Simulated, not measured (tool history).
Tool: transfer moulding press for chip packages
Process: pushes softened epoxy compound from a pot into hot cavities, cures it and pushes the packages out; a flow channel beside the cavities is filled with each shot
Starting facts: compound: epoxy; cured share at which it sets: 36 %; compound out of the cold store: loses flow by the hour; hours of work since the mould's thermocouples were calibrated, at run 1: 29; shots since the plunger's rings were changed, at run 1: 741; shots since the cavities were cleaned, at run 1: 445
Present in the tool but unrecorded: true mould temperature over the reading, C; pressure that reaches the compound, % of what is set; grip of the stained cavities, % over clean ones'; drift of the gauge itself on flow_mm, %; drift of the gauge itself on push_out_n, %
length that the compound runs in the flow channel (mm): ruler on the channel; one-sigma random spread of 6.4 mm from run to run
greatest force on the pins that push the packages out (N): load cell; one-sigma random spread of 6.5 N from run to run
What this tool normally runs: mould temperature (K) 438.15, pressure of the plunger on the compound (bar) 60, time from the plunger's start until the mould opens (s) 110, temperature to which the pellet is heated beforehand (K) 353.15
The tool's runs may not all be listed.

run,day,mould temperature (K),pressure of the plunger on the compound (bar),time from the plunger's start until the mould opens (s),temperature to which the pellet is heated beforehand (K),hours of work since the mould's thermocouples were calibrated,shots since the plunger's rings were changed,shots since the cavities were cleaned,incoming compound's hours out of the cold store,length that the compound runs in the flow channel (mm),greatest force on the pins that push the packages out (N)
1,0,438.15,60,110,353.15,29,741,445,23.7,771,412
2,1.712,438.15,60,110,353.15,55,1139,843,28.9,752,412
# day 3.279: cavities cleaned with cleaning compound and waxed
3,3.996,438.15,60,110,353.15,89,1657,168,43.9,677,330
4,6.542,438.15,65.9,110,353.15,128,2250,761,24,800,415
5,8.096,438.15,65.9,110,353.15,151,2611,1122,23.1,804,439
# day 8.5: cavities cleaned with cleaning compound and waxed
6,9.942,438.15,65.9,110,353.15,178,3027,336,36.1,738,358
7,12.762,438.15,46,110,353.15,221,3683,992,40.4,594,428
# day 13.671: cavities cleaned with cleaning compound and waxed
8,14.167,438.15,46,110,353.15,241,3996,115,26.7,651,295
9,17.192,438.15,46,110,353.15,287,4700,819,9,705,452
# day 18.892: cavities cleaned with cleaning compound and waxed
10,19.675,438.15,46,110,353.15,324,5264,183,18.3,672,321
11,21.85,438.15,46,110,353.15,357,5771,690,14,673,410
# day 22.175: mould's thermocouples calibrated
# day 23.183: plunger's sealing rings changed
12,23.421,438.15,60,113,353.15,17,55,1011,27.3,765,434
# day 24.333: cavities cleaned with cleaning compound and waxed
13,26.242,438.15,60,110,353.15,59,698,444,27.6,765,384
14,29.246,438.15,60,110,353.15,105,1398,1144,14.1,815,467
# day 29.708: cavities cleaned with cleaning compound and waxed
15,32.338,438.15,64.5,110,361.15,151,2103,613,43.7,712,412
# day 34.867: cavities cleaned with cleaning compound and waxed
16,35.3,438.15,64.5,110,361.15,195,2778,101,36.7,742,308
17,37.108,438.15,64.5,110,361.15,223,3199,522,41.7,708,396
18,39.5,434.15,73.6,110,361.15,259,3756,1079,19.9,866,562
# day 39.979: mould's thermocouples calibrated, once more
# day 40.267: cavities cleaned with cleaning compound and waxed
19,41.921,435.15,54.1,97,356.15,29,4286,385,46.9,631,487
20,43.496,433.15,53.1,97,355.15,53,4653,752,40.3,647,673
# day 45.558: cavities cleaned with cleaning compound and waxed
21,45.954,433.15,53.1,125,355.15,89,5211,92,28.4,677,313
22,48.521,442.15,53.9,125,350.15,128,5809,690,37.9,627,359
# day 49.429: plunger's sealing rings changed
# day 51.042: cavities cleaned with cleaning compound and waxed
23,51.042,435.15,46,120,350.15,164,361,0,27.1,680,265
24,52.292,435.15,46,120,350.15,183,651,290,32.1,648,355
25,55.35,437.15,53.7,96,358.15,229,1363,1002,38.2,675,516
# day 56.288: cavities cleaned with cleaning compound and waxed
26,57.542,440.15,60,110,353.15,262,1860,293,22.4,772,333
27,60.321,438.15,61.5,110,353.15,304,2506,939,44.8,681,417
# day 61.471: cavities cleaned with cleaning compound and waxed
28,62.283,438.15,51.6,143,353.15,333,2949,189,10.2,759,303

For each run, the measured value with the value that run would have given without the tool's hidden condition subtracted. The run-to-run variation is shared by both, the gauge scatter possibly not:
run,length that the compound runs in the flow channel (mm),greatest force on the pins that push the packages out (N)
1,-8,+149
2,-11,+171
3,-14,+78
4,-22,+168
5,-24,+187
6,-27,+119
7,-26,+179
8,-31,+53
9,-39,+187
10,-43,+73
11,-47,+164
12,+0,+185
13,-5,+140
14,-11,+202
15,-15,+163
16,-22,+58
17,-24,+149
18,-35,+249
19,-31,+157
20,-34,+261
21,-42,+46
22,-43,+141
23,-5,+0
24,-7,+105
25,-12,+219
26,-18,+104
27,-21,+175
28,-27,+69
